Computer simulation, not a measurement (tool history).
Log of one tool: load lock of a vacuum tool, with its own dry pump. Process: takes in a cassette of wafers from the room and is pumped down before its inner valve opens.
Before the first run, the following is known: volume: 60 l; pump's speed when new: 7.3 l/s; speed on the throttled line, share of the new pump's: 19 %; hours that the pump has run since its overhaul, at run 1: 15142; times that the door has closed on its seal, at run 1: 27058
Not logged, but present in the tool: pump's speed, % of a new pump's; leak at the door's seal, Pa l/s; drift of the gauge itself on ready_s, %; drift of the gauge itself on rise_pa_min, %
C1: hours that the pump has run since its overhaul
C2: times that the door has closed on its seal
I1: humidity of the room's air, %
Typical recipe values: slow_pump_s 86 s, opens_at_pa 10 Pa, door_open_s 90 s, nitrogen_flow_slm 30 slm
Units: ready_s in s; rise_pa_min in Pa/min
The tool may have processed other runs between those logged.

Run 1, hour 0: usual settings; C1 15142; C2 27058; I1 46.7. Result: ready_s 152.4 s, rise_pa_min 0.635 Pa/min.
Run 2, hour 229.3: usual settings; C1 15371; C2 28188; I1 44.9. Result: ready_s 152.2 s, rise_pa_min 0.655 Pa/min.
Run 3, hour 634.6: usual settings; C1 15776; C2 30186; I1 46.9. Result: ready_s 153.7 s, rise_pa_min 0.721 Pa/min.
At hour 918: door's seal changed, seat wiped.
Run 4, hour 1129.6: usual settings but opens_at_pa 14 Pa; C1 16270; C2 1044; I1 44.9. Result: ready_s 147.4 s, rise_pa_min 0.034 Pa/min.
Run 5, hour 1357: usual settings; C1 16497; C2 2165; I1 42.9. Result: ready_s 153.5 s, rise_pa_min 0.049 Pa/min.
Run 6, hour 1756: usual settings but slow_pump_s 44 s, opens_at_pa 7 Pa, door_open_s 75 s, nitrogen_flow_slm 24 slm; C1 16896; C2 4131; I1 45.7. Result: ready_s 124.3 s, rise_pa_min 0.063 Pa/min.
Run 7, hour 2119.8: usual settings but slow_pump_s 44 s, opens_at_pa 7 Pa, door_open_s 75 s, nitrogen_flow_slm 24 slm; C1 17260; C2 5925; I1 47.4. Result: ready_s 123.6 s, rise_pa_min 0.085 Pa/min.
Run 8, hour 2419.5: usual settings but slow_pump_s 141 s; C1 17560; C2 7402; I1 47.4. Result: ready_s 193.9 s, rise_pa_min 0.109 Pa/min.
Run 9, hour 2892.7: usual settings but slow_pump_s 168 s, door_open_s 214 s; C1 18033; C2 9735; I1 43.3. Result: ready_s 218.7 s, rise_pa_min 0.148 Pa/min.
Run 10, hour 3305.5: usual settings but slow_pump_s 85 s, opens_at_pa 19 Pa, nitrogen_flow_slm 36 slm; C1 18446; C2 11769; I1 40.5. Result: ready_s 144.9 s, rise_pa_min 0.165 Pa/min.

Entry by entry between the runs, the difference in hidden state between the last listed run before and the first listed run after:
After run 3, before run 4: door's seal changed, seat wiped (hour 918)
  pump's speed, % of a new pump's: 90.4 -> 90.1; leak at the door's seal, Pa l/s: 0.6953 -> 0.0103
  measured value less the no-hidden-state value, ready_s: +6.6 -> +6.3 s; rise_pa_min: +0.694 -> +0.008 Pa/min
